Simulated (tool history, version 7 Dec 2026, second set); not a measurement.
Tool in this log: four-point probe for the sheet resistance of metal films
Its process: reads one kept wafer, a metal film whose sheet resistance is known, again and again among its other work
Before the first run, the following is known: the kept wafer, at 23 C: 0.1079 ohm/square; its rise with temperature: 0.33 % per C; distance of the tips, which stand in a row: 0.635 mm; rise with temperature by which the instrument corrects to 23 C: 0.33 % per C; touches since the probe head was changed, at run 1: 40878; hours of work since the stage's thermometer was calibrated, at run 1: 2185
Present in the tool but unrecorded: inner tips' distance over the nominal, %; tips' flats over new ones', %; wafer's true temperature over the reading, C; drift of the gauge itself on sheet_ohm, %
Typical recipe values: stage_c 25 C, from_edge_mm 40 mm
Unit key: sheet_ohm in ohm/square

| run | hour | stage_c | from_edge_mm | touches since the probe head was changed | hours of work since the stage's thermometer was calibrated | sheet_ohm |
|---|---|---|---|---|---|---|
| 1 | 0 | 25 | 40 | 40878 | 2185 | 0.107931 |
| 2 | 26.9 | 25 | 40 | 41712 | 2204 | 0.107946 |
| 3 | 51.3 | 25 | 40 | 42470 | 2221 | 0.107951 |
| 4 | 67 | 25 | 40 | 42955 | 2231 | 0.107905 |
| 5 | 96.9 | 25 | 40 | 43882 | 2252 | 0.107906 |
| 6 | 120.9 | 25 | 40 | 44626 | 2269 | 0.107933 |
| 7 | 140.9 | 28 | 40 | 45247 | 2283 | 0.107946 |
| 8 | 167.3 | 25 | 40 | 46066 | 2301 | 0.107893 |
| 9 | 184.9 | 25 | 40 | 46612 | 2313 | 0.107935 |
| 10 | 200.7 | 25 | 40 | 47102 | 2324 | 0.107912 |
| 11 | 214.5 | 25 | 40 | 47529 | 2334 | 0.107903 |
| 12 | 236.2 | 25 | 40 | 48202 | 2349 | 0.107877 |
| 13 | 255.1 | 25 | 18 | 48789 | 2362 | 0.107972 |
| 14 | 277.4 | 25 | 18 | 49481 | 2377 | 0.107991 |
| 15 | 308.3 | 25 | 40 | 50436 | 2398 | 0.107889 |
| 16 | 334.5 | 25 | 4 | 51248 | 2417 | 0.109339 |
| 17 | 363.9 | 25 | 4 | 52162 | 2437 | 0.109321 |
| 18 | 385.5 | 28 | 4 | 52830 | 2452 | 0.109356 |
| 19 | 407.5 | 22 | 4 | 53513 | 2467 | 0.109367 |
| 20 | 428.2 | 22 | 4 | 54156 | 2481 | 0.109382 |
|  | 443.6 | stage's thermometer calibrated |
| 21 | 451.2 | 22 | 4 | 54852 | 5 | 0.109332 |
| 22 | 483.1 | 22 | 4 | 55843 | 27 | 0.109371 |
| 23 | 510.3 | 34 | 4 | 56685 | 46 | 0.109367 |
| 24 | 530.4 | 23 | 4 | 57307 | 60 | 0.109336 |
| 25 | 561.1 | 19 | 51 | 58259 | 81 | 0.107936 |
| 26 | 580.1 | 21 | 41 | 58850 | 94 | 0.10789 |
| 27 | 610 | 27 | 6 | 59778 | 115 | 0.108478 |
| 28 | 630.1 | 21 | 40 | 60401 | 129 | 0.107925 |
| 29 | 660.4 | 28 | 7 | 61340 | 150 | 0.108373 |
| 30 | 680.8 | 28 | 7 | 61972 | 164 | 0.108362 |
| 31 | 709.8 | 23 | 40 | 62872 | 184 | 0.107899 |
| 32 | 738.7 | 24 | 28 | 63768 | 204 | 0.10797 |
| 33 | 752.9 | 24 | 22 | 64208 | 214 | 0.107938 |
| 34 | 778.3 | 29 | 15 | 64995 | 232 | 0.107981 |
| 35 | 808.6 | 29 | 15 | 65933 | 252 | 0.107989 |
| 36 | 821.8 | 19 | 74 | 66343 | 262 | 0.107901 |
| 37 | 837.6 | 21 | 74 | 66835 | 273 | 0.10789 |
| 38 | 858.3 | 21 | 74 | 67475 | 287 | 0.107885 |
| 39 | 872 | 18 | 7 | 67901 | 296 | 0.10841 |
| 40 | 891.6 | 32 | 7 | 68509 | 310 | 0.108385 |
| 41 | 907.8 | 27 | 41 | 69010 | 321 | 0.107915 |

What does the tool deliver on the next run?
| 42 | 921.3 | 21 | 11 | 69429 | 330 | ? |

Run 42 came out at sheet_ohm 0.108098 ohm/square.
With no hidden state in the tool, this same run would have given sheet_ohm 0.108093 ohm/square.

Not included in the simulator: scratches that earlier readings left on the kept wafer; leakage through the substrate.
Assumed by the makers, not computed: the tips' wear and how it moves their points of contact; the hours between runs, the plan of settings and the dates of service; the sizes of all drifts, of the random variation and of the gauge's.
